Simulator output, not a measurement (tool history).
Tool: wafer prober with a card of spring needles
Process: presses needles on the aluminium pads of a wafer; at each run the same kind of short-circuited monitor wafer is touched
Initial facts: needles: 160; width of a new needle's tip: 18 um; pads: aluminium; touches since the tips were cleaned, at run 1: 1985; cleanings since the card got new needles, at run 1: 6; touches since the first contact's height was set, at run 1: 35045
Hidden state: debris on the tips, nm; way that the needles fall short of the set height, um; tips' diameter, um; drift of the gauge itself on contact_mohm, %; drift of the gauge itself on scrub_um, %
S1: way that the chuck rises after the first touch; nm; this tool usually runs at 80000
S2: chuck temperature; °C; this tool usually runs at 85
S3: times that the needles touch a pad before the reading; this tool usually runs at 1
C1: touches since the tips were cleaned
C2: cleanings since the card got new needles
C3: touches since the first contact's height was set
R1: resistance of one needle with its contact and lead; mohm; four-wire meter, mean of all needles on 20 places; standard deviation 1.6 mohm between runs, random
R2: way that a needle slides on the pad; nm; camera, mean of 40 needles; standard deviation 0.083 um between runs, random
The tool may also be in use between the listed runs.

Run 1, day 0.000: usual settings; C1 1985; C2 6; C3 35045. Result: R1 217 mohm, R2 14620 nm.
At day 0.262: tips cleaned on abrasive film.
At day 0.692: tips cleaned on abrasive film.
At day 1.117: tips cleaned on abrasive film.
Run 2, day 1.188: usual settings; C1 953; C2 9; C3 50249. Result: R1 192 mohm, R2 14680 nm.
At day 1.538: tips cleaned on abrasive film.
At day 1.971: tips cleaned on abrasive film.
Run 3, day 2.288: usual settings; C1 4087; C2 11; C3 64344. Result: R1 246 mohm, R2 14650 nm.
At day 2.379: tips cleaned on abrasive film.
At day 2.729: tips cleaned on abrasive film.
At day 3.088: tips cleaned on abrasive film.
Run 4, day 3.088: usual settings; C1 0; C2 14; C3 74533. Result: R1 162 mohm, R2 14730 nm.
At day 3.438: tips cleaned on abrasive film.
At day 3.867: tips cleaned on abrasive film.
At day 4.283: tips cleaned on abrasive film.
Run 5, day 4.325: usual settings but S3 2; C1 528; C2 17; C3 90374. Result: R1 173 mohm, R2 14540 nm.
At day 4.662: tips cleaned on abrasive film.
At day 5.012: tips cleaned on abrasive film.
At day 5.446: tips cleaned on abrasive film.
At day 5.854: tips cleaned on abrasive film.
Run 6, day 5.888: usual settings but S1 73000 nm; C1 462; C2 21; C3 110366. Result: R1 191 mohm, R2 13150 nm.
At day 6.242: tips cleaned on abrasive film.
At day 6.671: tips cleaned on abrasive film.
Run 7, day 6.717: usual settings but S1 78000 nm; C1 589; C2 23; C3 120928. Result: R1 183 mohm, R2 14090 nm.
At day 7.067: tips cleaned on abrasive film.
At day 7.483: tips cleaned on abrasive film.
At day 7.921: tips cleaned on abrasive film.
At day 8.304: tips cleaned on abrasive film.
Run 8, day 8.304: usual settings but S1 78000 nm; C1 0; C2 27; C3 141237. Result: R1 167 mohm, R2 14120 nm.
At day 8.729: tips cleaned on abrasive film.
At day 9.112: tips cleaned on abrasive film.
At day 9.550: tips cleaned on abrasive film.
At day 9.942: tips cleaned on abrasive film.
Run 9, day 9.942: usual settings but S1 78000 nm; C1 0; C2 31; C3 162227. Result: R1 168 mohm, R2 14040 nm.
At day 10.296: tips cleaned on abrasive film.
At day 10.721: tips cleaned on abrasive film.
At day 11.146: tips cleaned on abrasive film.
At day 11.583: tips cleaned on abrasive film.
Run 10, day 11.588: usual settings but S1 78000 nm; C1 16; C2 35; C3 183240. Result: R1 173 mohm, R2 13890 nm.
At day 11.938: tips cleaned on abrasive film.
At day 12.371: tips cleaned on abrasive film.
Run 11, day 12.517: usual settings but S1 78000 nm; C1 1915; C2 37; C3 195179. Result: R1 224 mohm, R2 13810 nm.
At day 12.767: tips cleaned on abrasive film.
At day 13.188: tips cleaned on abrasive film.
At day 13.538: tips cleaned on abrasive film.
Run 12, day 13.650: usual settings but S1 78000 nm; C1 1431; C2 40; C3 209647. Result: R1 213 mohm, R2 13940 nm.
At day 13.904: tips cleaned on abrasive film.
At day 14.325: tips cleaned on abrasive film.
Run 13, day 14.379: usual settings but S1 78000 nm; C1 655; C2 42; C3 218955. Result: R1 189 mohm, R2 13790 nm.
At day 14.729: tips cleaned on abrasive film.
At day 15.167: tips cleaned on abrasive film.
At day 15.258: height of the first contact set anew.
At day 15.583: tips cleaned on abrasive film.
Run 14, day 15.808: usual settings but S1 78000 nm; C1 2898; C2 45; C3 7092. Result: R1 261 mohm, R2 13290 nm.
At day 15.988: tips cleaned on abrasive film.
At day 16.396: tips cleaned on abrasive film.
Run 15, day 16.704: usual settings but S1 64000 nm, S2 66 °C; C1 4023; C2 47; C3 18571. Result: R1 348 mohm, R2 10730 nm.
At day 16.796: tips cleaned on abrasive film.
At day 17.183: tips cleaned on abrasive film.
At day 17.592: tips cleaned on abrasive film.
At day 18.029: tips cleaned on abrasive film.
Run 16, day 18.058: usual settings but S1 73000 nm, S2 66 °C; C1 421; C2 51; C3 35859. Result: R1 194 mohm, R2 12390 nm.
At day 18.404: tips cleaned on abrasive film.
At day 18.592: height of the first contact set anew, once more.
At day 18.838: tips cleaned on abrasive film.
Run 17, day 19.033: usual settings; C1 2548; C2 53; C3 5697. Result: R1 225 mohm, R2 14900 nm.
At day 19.212: tips cleaned on abrasive film.
At day 19.629: tips cleaned on abrasive film.
At day 20.067: tips cleaned on abrasive film.
Run 18, day 20.212: usual settings; C1 1881; C2 56; C3 20739. Result: R1 217 mohm, R2 14800 nm.
At day 20.458: tips cleaned on abrasive film.
At day 20.879: tips cleaned on abrasive film.
At day 21.317: tips cleaned on abrasive film.
Run 19, day 21.508: usual settings but S1 67000 nm, S2 46 °C; C1 2524; C2 59; C3 37373. Result: R1 263 mohm, R2 12310 nm.
At day 21.688: tips cleaned on abrasive film.
At day 22.104: tips cleaned on abrasive film.
Run 20, day 22.417: usual settings but S1 67000 nm, S2 46 °C; C1 4040; C2 61; C3 49011. Result: R1 305 mohm, R2 12350 nm.
At day 22.508: tips cleaned on abrasive film.
At day 22.946: tips cleaned on abrasive film.
At day 23.358: tips cleaned on abrasive film.
Run 21, day 23.388: usual settings but S1 94000 nm, S2 121 °C, S3 2; C1 385; C2 64; C3 61385. Result: R1 169 mohm, R2 17200 nm.
At day 23.738: tips cleaned on abrasive film.
At day 24.162: tips cleaned on abrasive film.
Run 22, day 24.308: usual settings but S1 94000 nm, S2 121 °C, S3 2; C1 1906; C2 66; C3 73165. Result: R1 186 mohm, R2 17340 nm.
At day 24.550: tips cleaned on abrasive film.
At day 24.904: tips cleaned on abrasive film.
At day 25.333: tips cleaned on abrasive film.
Run 23, day 25.333: usual settings but S1 82000 nm, S2 119 °C; C1 0; C2 69; C3 86247. Result: R1 175 mohm, R2 14960 nm.
At day 25.762: tips cleaned on abrasive film.
At day 26.200: tips cleaned on abrasive film.
Run 24, day 26.333: usual settings but S1 89000 nm, S2 119 °C; C1 1720; C2 71; C3 99057. Result: R1 211 mohm, R2 16130 nm.
At day 26.596: tips cleaned on abrasive film.
At day 27.033: tips cleaned on abrasive film.
At day 27.383: tips cleaned on abrasive film.
Run 25, day 27.508: usual settings but S1 75000 nm, S3 2; C1 1579; C2 74; C3 114078. Result: R1 193 mohm, R2 13640 nm.
At day 27.742: tips cleaned on abrasive film.
At day 28.158: tips cleaned on abrasive film.
At day 28.562: tips cleaned on abrasive film.
Run 26, day 28.762: usual settings but S1 75000 nm, S3 2; C1 2579; C2 77; C3 130124. Result: R1 218 mohm, R2 13530 nm.
At day 28.938: tips cleaned on abrasive film.
At day 29.367: tips cleaned on abrasive film.
Run 27, day 29.671: usual settings but S1 75000 nm, S3 2; C1 3934; C2 79; C3 141786. Result: R1 233 mohm, R2 13590 nm.

Branching from run 27: 4 alternative next runs. What would each branch give?
At day 29.762: tips cleaned on abrasive film.
At day 30.200: tips cleaned on abrasive film.
At day 30.638: tips cleaned on abrasive film.
At day 31.062: tips cleaned on abrasive film.
Run A, day 31.338: usual settings but S1 88000 nm, S3 2; C1 3594; C2 83; C3 163135. Result: R1 ?, R2 ?.
At day 29.762: tips cleaned on abrasive film.
At day 30.200: tips cleaned on abrasive film.
At day 30.638: tips cleaned on abrasive film.
At day 31.062: tips cleaned on abrasive film.
Run B, day 31.338: usual settings but S1 88000 nm, S2 92 °C, S3 2; C1 3594; C2 83; C3 163135. Result: R1 ?, R2 ?.
At day 29.762: tips cleaned on abrasive film.
At day 30.200: tips cleaned on abrasive film.
At day 30.638: tips cleaned on abrasive film.
At day 31.062: tips cleaned on abrasive film.
Run C, day 31.338: usual settings but S1 75000 nm, S3 2; C1 3594; C2 83; C3 163135. Result: R1 ?, R2 ?.
At day 29.762: tips cleaned on abrasive film.
At day 30.200: tips cleaned on abrasive film.
At day 30.638: tips cleaned on abrasive film.
At day 31.062: tips cleaned on abrasive film.
Run D, day 31.338: usual settings but S1 68000 nm, S3 2; C1 3594; C2 83; C3 163135. Result: R1 ?, R2 ?.

run   R1     R2
  A  212  15770
  B  215  15790
  C  240  13430
  D  258  12110
The same runs, with their run-to-run variation unchanged, on a tool lacking any hidden condition would have given:
run   R1     R2
  A  152  16270
  B  156  16300
  C  159  13940
  D  160  12620

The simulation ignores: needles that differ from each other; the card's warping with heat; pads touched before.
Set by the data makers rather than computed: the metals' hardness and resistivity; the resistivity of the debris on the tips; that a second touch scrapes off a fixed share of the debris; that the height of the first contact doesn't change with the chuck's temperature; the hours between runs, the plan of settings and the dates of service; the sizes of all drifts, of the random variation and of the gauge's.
